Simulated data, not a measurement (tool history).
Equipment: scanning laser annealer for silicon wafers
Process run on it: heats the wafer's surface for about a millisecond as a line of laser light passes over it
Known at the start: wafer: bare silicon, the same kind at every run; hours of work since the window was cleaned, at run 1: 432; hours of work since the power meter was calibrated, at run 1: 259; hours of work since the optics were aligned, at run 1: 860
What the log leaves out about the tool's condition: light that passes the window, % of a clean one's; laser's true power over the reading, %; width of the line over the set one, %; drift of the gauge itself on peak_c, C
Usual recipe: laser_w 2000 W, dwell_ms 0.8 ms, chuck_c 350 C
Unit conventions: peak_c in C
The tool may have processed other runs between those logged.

| run | day | laser_w | dwell_ms | chuck_c | hours of work since the window was cleaned | hours of work since the power meter was calibrated | hours of work since the optics were aligned | peak_c |
|---|---|---|---|---|---|---|---|---|
| 1 | 0 | 2000 | 0.8 | 350 | 432 | 259 | 860 | 1072 |
|  | 0.338 | optics aligned, line set to its width |
| 2 | 0.8 | 2000 | 0.8 | 350 | 438 | 264 | 4 | 1089 |
| 3 | 1.538 | 2034 | 0.8 | 350 | 445 | 271 | 12 | 1104 |
| 4 | 2.2 | 2000 | 0.8 | 320 | 451 | 278 | 18 | 1059 |
| 5 | 3.304 | 2000 | 0.8 | 320 | 462 | 288 | 29 | 1057 |
| 6 | 3.833 | 2000 | 0.8 | 350 | 467 | 294 | 34 | 1089 |
| 7 | 4.558 | 2000 | 0.8 | 350 | 474 | 301 | 41 | 1088 |
| 8 | 5.242 | 2000 | 0.8 | 350 | 481 | 307 | 47 | 1087 |
| 9 | 6.004 | 2000 | 0.8 | 350 | 488 | 314 | 55 | 1086 |
| 10 | 6.671 | 2000 | 0.8 | 350 | 495 | 321 | 61 | 1090 |
| 11 | 7.771 | 2000 | 0.8 | 350 | 505 | 332 | 72 | 1089 |
|  | 8.483 | window over the wafer cleaned |
| 12 | 8.704 | 2055 | 0.8 | 350 | 2 | 340 | 80 | 1107 |
| 13 | 9.621 | 2055 | 0.8 | 350 | 11 | 349 | 89 | 1109 |
| 14 | 10.317 | 2055 | 0.651 | 350 | 18 | 355 | 95 | 1038 |
| 15 | 10.771 | 1759 | 0.651 | 350 | 22 | 360 | 100 | 914 |
| 16 | 11.492 | 2000 | 0.8 | 360 | 29 | 367 | 107 | 1092 |
|  | 12.354 | window over the wafer cleaned, once more |
| 17 | 12.688 | 2000 | 0.8 | 360 | 3 | 377 | 118 | 1114 |
| 18 | 13.367 | 2000 | 0.8 | 360 | 10 | 384 | 124 | 1115 |
| 19 | 14.362 | 2000 | 0.8 | 360 | 19 | 393 | 134 | 1113 |
| 20 | 15.367 | 2000 | 0.8 | 360 | 29 | 403 | 143 | 1112 |
| 21 | 15.854 | 2000 | 0.8 | 360 | 34 | 408 | 148 | 1112 |
| 22 | 16.654 | 2066 | 0.737 | 350 | 42 | 416 | 156 | 1103 |
| 23 | 17.754 | 1908 | 0.764 | 388 | 52 | 426 | 166 | 1082 |
| 24 | 18.25 | 1908 | 0.764 | 388 | 57 | 431 | 171 | 1078 |
| 25 | 19.204 | 2152 | 0.8 | 328 | 66 | 440 | 180 | 1149 |
| 26 | 19.796 | 2000 | 0.809 | 350 | 72 | 446 | 186 | 1099 |
| 27 | 20.25 | 1806 | 0.577 | 359 | 76 | 450 | 190 | 926 |
| 28 | 21.15 | 1854 | 0.709 | 378 | 85 | 459 | 199 | 1022 |
| 29 | 21.888 | 1728 | 0.991 | 374 | 92 | 466 | 206 | 1063 |
| 30 | 22.375 | 1728 | 0.991 | 374 | 97 | 471 | 211 | 1062 |
| 31 | 23.146 | 1985 | 0.732 | 350 | 104 | 478 | 218 | 1059 |
| 32 | 23.967 | 1788 | 0.732 | 372 | 112 | 486 | 226 | 993 |
| 33 | 24.604 | 1788 | 0.732 | 372 | 118 | 492 | 233 | 993 |
| 34 | 25.633 | 1919 | 0.854 | 369 | 128 | 502 | 242 | 1099 |
| 35 | 26.1 | 2142 | 0.594 | 353 | 133 | 507 | 247 | 1060 |
| 36 | 26.821 | 2142 | 0.932 | 353 | 140 | 514 | 254 | 1226 |
| 37 | 27.829 | 1802 | 0.935 | 328 | 149 | 523 | 264 | 1032 |
| 38 | 28.429 | 2000 | 0.8 | 390 | 155 | 529 | 269 | 1136 |
| 39 | 29.4 | 2072 | 0.612 | 350 | 164 | 539 | 279 | 1033 |
| 40 | 30.329 | 2124 | 0.895 | 337 | 173 | 548 | 288 | 1179 |
| 41 | 31.167 | 2124 | 0.895 | 341 | 181 | 556 | 296 | 1185 |

Below are 4 alternative next runs, each starting from the tool's condition after run 41. Predict each:
| A | 31.95 | 1929 | 0.806 | 341 | 189 | 563 | 303 | ? |
| B | 31.95 | 1870 | 0.821 | 341 | 189 | 563 | 303 | ? |
| C | 31.95 | 2000 | 0.718 | 359 | 189 | 563 | 303 | ? |
| D | 31.95 | 1928 | 0.847 | 382 | 189 | 563 | 303 | ? |

| run | peak_c |
|---|---|
| A | 1049 |
| B | 1031 |
| C | 1061 |
| D | 1109 |
Take away the tool's hidden state, keep each run's random variation, and the runs would have read:
| run | peak_c |
|---|---|
| A | 1069 |
| B | 1050 |
| C | 1081 |
| D | 1129 |

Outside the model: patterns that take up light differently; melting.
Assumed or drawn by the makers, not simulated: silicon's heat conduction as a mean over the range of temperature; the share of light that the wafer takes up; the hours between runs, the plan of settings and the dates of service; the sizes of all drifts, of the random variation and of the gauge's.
